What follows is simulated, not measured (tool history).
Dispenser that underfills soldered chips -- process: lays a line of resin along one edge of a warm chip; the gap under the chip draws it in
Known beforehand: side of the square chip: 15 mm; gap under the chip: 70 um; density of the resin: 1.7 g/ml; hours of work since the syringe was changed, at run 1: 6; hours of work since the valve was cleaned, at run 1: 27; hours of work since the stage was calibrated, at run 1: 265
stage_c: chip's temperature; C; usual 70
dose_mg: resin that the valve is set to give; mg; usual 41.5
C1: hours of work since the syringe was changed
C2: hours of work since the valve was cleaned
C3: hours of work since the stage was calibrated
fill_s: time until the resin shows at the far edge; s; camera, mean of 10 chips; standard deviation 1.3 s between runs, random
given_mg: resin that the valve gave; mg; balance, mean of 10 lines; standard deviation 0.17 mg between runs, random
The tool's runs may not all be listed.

{"run": 1, "hour": 0.0, "stage_c": 70, "dose_mg": 41.5, "C1": 6, "C2": 27, "C3": 265, "fill_s": 176.1, "given_mg": 41.02}
{"run": 2, "hour": 5.7, "stage_c": 70, "dose_mg": 41.5, "C1": 9, "C2": 30, "C3": 268, "fill_s": 209.5, "given_mg": 40.86}
{"hour": 7.6, "done": "new syringe of resin"}
{"run": 3, "hour": 16.5, "stage_c": 70, "dose_mg": 41.5, "C1": 5, "C2": 36, "C3": 275, "fill_s": 173.9, "given_mg": 40.88}
{"run": 4, "hour": 23.0, "stage_c": 70, "dose_mg": 41.5, "C1": 9, "C2": 40, "C3": 279, "fill_s": 210.3, "given_mg": 40.6}
{"hour": 25.4, "done": "new syringe of resin"}
{"run": 5, "hour": 33.9, "stage_c": 70, "dose_mg": 41.5, "C1": 5, "C2": 47, "C3": 285, "fill_s": 173.5, "given_mg": 40.73}
{"hour": 43.6, "done": "new syringe of resin"}
{"run": 6, "hour": 44.0, "stage_c": 70, "dose_mg": 41.5, "C1": 0, "C2": 53, "C3": 291, "fill_s": 142, "given_mg": 40.53}
{"run": 7, "hour": 52.4, "stage_c": 78, "dose_mg": 41.5, "C1": 5, "C2": 58, "C3": 296, "fill_s": 131.2, "given_mg": 40.7}
{"run": 8, "hour": 57.7, "stage_c": 71, "dose_mg": 41.5, "C1": 8, "C2": 61, "C3": 299, "fill_s": 196.6, "given_mg": 40.14}
{"hour": 61.5, "done": "new syringe of resin"}
{"run": 9, "hour": 68.7, "stage_c": 70, "dose_mg": 38.3, "C1": 4, "C2": 67, "C3": 306, "fill_s": 171.2, "given_mg": 37.58}
{"run": 10, "hour": 74.5, "stage_c": 70, "dose_mg": 38.3, "C1": 8, "C2": 71, "C3": 309, "fill_s": 201.2, "given_mg": 37.1}
{"hour": 79.8, "done": "new syringe of resin"}
{"run": 11, "hour": 85.5, "stage_c": 70, "dose_mg": 38.3, "C1": 3, "C2": 77, "C3": 315, "fill_s": 162.8, "given_mg": 36.95}
{"run": 12, "hour": 96.6, "stage_c": 80, "dose_mg": 50.1, "C1": 10, "C2": 84, "C3": 322, "fill_s": 146.5, "given_mg": 48.32}
{"hour": 97.8, "done": "new syringe of resin"}
{"run": 13, "hour": 108.6, "stage_c": 80, "dose_mg": 50.1, "C1": 7, "C2": 91, "C3": 329, "fill_s": 127.4, "given_mg": 47.85}
{"run": 14, "hour": 114.8, "stage_c": 61, "dose_mg": 38.3, "C1": 10, "C2": 95, "C3": 333, "fill_s": 324.4, "given_mg": 36.68}
{"hour": 116.1, "done": "new syringe of resin"}
{"hour": 125.4, "done": "dispensing valve cleaned and set on the balance"}
{"run": 15, "hour": 128.7, "stage_c": 82, "dose_mg": 42.2, "C1": 7, "C2": 2, "C3": 340, "fill_s": 120, "given_mg": 42.23}

Forecast each of these 5 alternatives for the next run:
{"hour": 134.9, "done": "new syringe of resin"}
{"run": "A", "hour": 140.8, "stage_c": 70, "dose_mg": 51.1, "C1": 4, "C2": 9, "C3": 348, "fill_s": "?", "given_mg": "?"}
{"hour": 134.9, "done": "new syringe of resin"}
{"run": "B", "hour": 140.8, "stage_c": 82, "dose_mg": 52.7, "C1": 4, "C2": 9, "C3": 348, "fill_s": "?", "given_mg": "?"}
{"hour": 134.9, "done": "new syringe of resin"}
{"run": "C", "hour": 140.8, "stage_c": 70, "dose_mg": 40.3, "C1": 4, "C2": 9, "C3": 348, "fill_s": "?", "given_mg": "?"}
{"hour": 134.9, "done": "new syringe of resin"}
{"run": "D", "hour": 140.8, "stage_c": 82, "dose_mg": 51.9, "C1": 4, "C2": 9, "C3": 348, "fill_s": "?", "given_mg": "?"}
{"hour": 134.9, "done": "new syringe of resin"}
{"run": "E", "hour": 140.8, "stage_c": 61, "dose_mg": 35.4, "C1": 4, "C2": 9, "C3": 348, "fill_s": "?", "given_mg": "?"}

run=A fill_s=158.8 given_mg=50.76
run=B fill_s=100.7 given_mg=52.37
run=C fill_s=162.1 given_mg=40
run=D fill_s=100.2 given_mg=52.21
run=E fill_s=237.5 given_mg=34.93
Stripped of hidden state, with their random variation kept, the same runs would have yielded:
run=A fill_s=129.3 given_mg=50.92
run=B fill_s=82.3 given_mg=52.54
run=C fill_s=132.1 given_mg=40.13
run=D fill_s=82 given_mg=52.38
run=E fill_s=192.8 given_mg=35.04

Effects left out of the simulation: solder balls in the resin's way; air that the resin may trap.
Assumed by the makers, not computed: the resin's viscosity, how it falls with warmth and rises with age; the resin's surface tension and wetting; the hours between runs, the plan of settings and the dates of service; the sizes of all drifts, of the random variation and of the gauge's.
